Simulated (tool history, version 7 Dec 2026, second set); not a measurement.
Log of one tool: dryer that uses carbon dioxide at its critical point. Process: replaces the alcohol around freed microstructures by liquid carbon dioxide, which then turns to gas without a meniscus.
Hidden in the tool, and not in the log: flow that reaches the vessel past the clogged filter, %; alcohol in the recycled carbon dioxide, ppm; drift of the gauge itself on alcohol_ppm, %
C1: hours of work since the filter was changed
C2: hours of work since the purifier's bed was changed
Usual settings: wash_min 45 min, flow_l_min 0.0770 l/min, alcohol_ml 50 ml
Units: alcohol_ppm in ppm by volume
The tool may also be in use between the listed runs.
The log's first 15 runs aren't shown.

Run 16, day 13.204: usual settings but alcohol_ml 114 ml; C1 486; C2 359. Result: alcohol_ppm 594 ppm by volume.
Run 17, day 13.883: usual settings but alcohol_ml 114 ml; C1 496; C2 369. Result: alcohol_ppm 619 ppm by volume.
Run 18, day 15.154: usual settings but wash_min 42 min, flow_l_min 0.1088 l/min, alcohol_ml 100 ml; C1 515; C2 388. Result: alcohol_ppm 129 ppm by volume.
Run 19, day 16.067: usual settings but wash_min 42 min, flow_l_min 0.1088 l/min, alcohol_ml 100 ml; C1 529; C2 402. Result: alcohol_ppm 139 ppm by volume.
Run 20, day 17.117: usual settings but wash_min 67 min, flow_l_min 0.0667 l/min, alcohol_ml 57 ml; C1 544; C2 417. Result: alcohol_ppm 129 ppm by volume.
Run 21, day 18.042: usual settings but wash_min 52 min, flow_l_min 0.1250 l/min, alcohol_ml 115 ml; C1 558; C2 431. Result: alcohol_ppm 78 ppm by volume.
Run 22, day 19.054: usual settings but wash_min 35 min, flow_l_min 0.0545 l/min, alcohol_ml 104 ml; C1 573; C2 446. Result: alcohol_ppm 8176 ppm by volume.
At day 20.079: inlet filter changed.
Run 23, day 20.188: usual settings but wash_min 35 min, flow_l_min 0.1079 l/min, alcohol_ml 23 ml; C1 2; C2 463. Result: alcohol_ppm 108 ppm by volume.
Run 24, day 21.050: usual settings but wash_min 35 min, flow_l_min 0.1079 l/min, alcohol_ml 23 ml; C1 15; C2 476. Result: alcohol_ppm 112 ppm by volume.
Run 25, day 22.033: usual settings but wash_min 35 min, flow_l_min 0.1079 l/min, alcohol_ml 47 ml; C1 29; C2 490. Result: alcohol_ppm 130 ppm by volume.
Run 26, day 23.225: usual settings but wash_min 37 min, flow_l_min 0.1030 l/min, alcohol_ml 67 ml; C1 47; C2 508. Result: alcohol_ppm 166 ppm by volume.
Run 27, day 23.925: usual settings but wash_min 37 min, flow_l_min 0.1030 l/min, alcohol_ml 67 ml; C1 57; C2 518. Result: alcohol_ppm 170 ppm by volume.
Run 28, day 24.933: usual settings but wash_min 68 min, flow_l_min 0.1154 l/min, alcohol_ml 67 ml; C1 72; C2 534. Result: alcohol_ppm 88 ppm by volume.
Run 29, day 25.688: usual settings but wash_min 38 min, alcohol_ml 66 ml; C1 84; C2 545. Result: alcohol_ppm 553 ppm by volume.
Run 30, day 26.800: usual settings but wash_min 56 min, flow_l_min 0.1075 l/min; C1 100; C2 561. Result: alcohol_ppm 100 ppm by volume.
Run 31, day 27.571: usual settings but flow_l_min 0.1194 l/min, alcohol_ml 101 ml; C1 112; C2 573. Result: alcohol_ppm 107 ppm by volume.
Run 32, day 28.638: usual settings but flow_l_min 0.1194 l/min, alcohol_ml 101 ml; C1 128; C2 589. Result: alcohol_ppm 109 ppm by volume.

Forecast run 33:
Run 33, day 29.671: usual settings but flow_l_min 0.1194 l/min, alcohol_ml 101 ml; C1 143; C2 604. Result: alcohol_ppm ?.

Run 33 gave alcohol_ppm 104 ppm by volume.
Without the tool's hidden state the same run would have given alcohol_ppm 5 ppm by volume.
